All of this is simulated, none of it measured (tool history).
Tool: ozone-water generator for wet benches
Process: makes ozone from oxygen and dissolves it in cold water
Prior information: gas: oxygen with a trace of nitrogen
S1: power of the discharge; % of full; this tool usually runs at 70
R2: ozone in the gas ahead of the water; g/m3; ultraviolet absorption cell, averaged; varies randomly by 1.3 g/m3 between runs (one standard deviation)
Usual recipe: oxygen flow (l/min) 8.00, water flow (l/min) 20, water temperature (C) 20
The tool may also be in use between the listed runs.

run 1 hour=0.0 | S1=70 oxygen_flow_(l/min)=8.00 water_flow_(l/min)=20 water_temperature_(C)=20 | dissolved_ozone_(ppm)=30.9 R2=224.2
run 2 hour=106.5 | S1=70 oxygen_flow_(l/min)=8.00 water_flow_(l/min)=20 water_temperature_(C)=20 | dissolved_ozone_(ppm)=30.6 R2=222.9
run 3 hour=182.9 | S1=70 oxygen_flow_(l/min)=8.00 water_flow_(l/min)=20 water_temperature_(C)=20 | dissolved_ozone_(ppm)=30.9 R2=219.3
run 4 hour=315.7 | S1=70 oxygen_flow_(l/min)=8.00 water_flow_(l/min)=20 water_temperature_(C)=20 | dissolved_ozone_(ppm)=30.9 R2=220.0
run 5 hour=382.2 | S1=70 oxygen_flow_(l/min)=8.00 water_flow_(l/min)=20 water_temperature_(C)=20 | dissolved_ozone_(ppm)=30.6 R2=221.2
run 6 hour=530.2 | S1=70 oxygen_flow_(l/min)=8.00 water_flow_(l/min)=20 water_temperature_(C)=20 | dissolved_ozone_(ppm)=30.6 R2=221.1
run 7 hour=600.3 | S1=70 oxygen_flow_(l/min)=8.00 water_flow_(l/min)=13 water_temperature_(C)=20 | dissolved_ozone_(ppm)=39.1 R2=220.6
-- hour=616.7 contactor cleaned
run 8 hour=698.2 | S1=70 oxygen_flow_(l/min)=8.00 water_flow_(l/min)=13 water_temperature_(C)=20 | dissolved_ozone_(ppm)=39.7 R2=221.2
run 9 hour=824.3 | S1=70 oxygen_flow_(l/min)=8.00 water_flow_(l/min)=14 water_temperature_(C)=20 | dissolved_ozone_(ppm)=37.8 R2=221.1
run 10 hour=959.9 | S1=70 oxygen_flow_(l/min)=8.00 water_flow_(l/min)=14 water_temperature_(C)=20 | dissolved_ozone_(ppm)=37.7 R2=219.5
run 11 hour=1024.6 | S1=70 oxygen_flow_(l/min)=8.00 water_flow_(l/min)=14 water_temperature_(C)=20 | dissolved_ozone_(ppm)=38.0 R2=217.8
-- hour=1112.9 contactor cleaned, once more
run 12 hour=1135.7 | S1=45 oxygen_flow_(l/min)=4.14 water_flow_(l/min)=14 water_temperature_(C)=12 | dissolved_ozone_(ppm)=30.8 R2=209.8
run 13 hour=1274.6 | S1=96 oxygen_flow_(l/min)=14.34 water_flow_(l/min)=31 water_temperature_(C)=18 | dissolved_ozone_(ppm)=28.6 R2=217.6
run 14 hour=1364.8 | S1=70 oxygen_flow_(l/min)=8.00 water_flow_(l/min)=17 water_temperature_(C)=20 | dissolved_ozone_(ppm)=33.6 R2=219.0
run 15 hour=1502.4 | S1=70 oxygen_flow_(l/min)=8.00 water_flow_(l/min)=17 water_temperature_(C)=20 | dissolved_ozone_(ppm)=33.4 R2=216.4
run 16 hour=1659.2 | S1=70 oxygen_flow_(l/min)=8.00 water_flow_(l/min)=17 water_temperature_(C)=20 | dissolved_ozone_(ppm)=33.1 R2=216.9

Each row is a separate what-if for the run after 16, all from the same tool condition, not one after another. Results?
run A hour=1760.5 | S1=70 oxygen_flow_(l/min)=5.36 water_flow_(l/min)=21 water_temperature_(C)=27 | dissolved_ozone_(ppm)=? R2=?
run B hour=1760.5 | S1=70 oxygen_flow_(l/min)=13.02 water_flow_(l/min)=20 water_temperature_(C)=14 | dissolved_ozone_(ppm)=? R2=?
run C hour=1760.5 | S1=70 oxygen_flow_(l/min)=4.66 water_flow_(l/min)=17 water_temperature_(C)=20 | dissolved_ozone_(ppm)=? R2=?
run D hour=1760.5 | S1=44 oxygen_flow_(l/min)=8.17 water_flow_(l/min)=20 water_temperature_(C)=20 | dissolved_ozone_(ppm)=? R2=?

run=A dissolved_ozone_(ppm)=23.9 R2=244.0
run=B dissolved_ozone_(ppm)=34.9 R2=183.0
run=C dissolved_ozone_(ppm)=31.3 R2=258.0
run=D dissolved_ozone_(ppm)=23.0 R2=163.3
With no hidden state in the tool, these same runs would have given:
run=A dissolved_ozone_(ppm)=26.7 R2=269.7
run=B dissolved_ozone_(ppm)=38.9 R2=202.3
run=C dissolved_ozone_(ppm)=34.8 R2=285.3
run=D dissolved_ozone_(ppm)=24.9 R2=175.5

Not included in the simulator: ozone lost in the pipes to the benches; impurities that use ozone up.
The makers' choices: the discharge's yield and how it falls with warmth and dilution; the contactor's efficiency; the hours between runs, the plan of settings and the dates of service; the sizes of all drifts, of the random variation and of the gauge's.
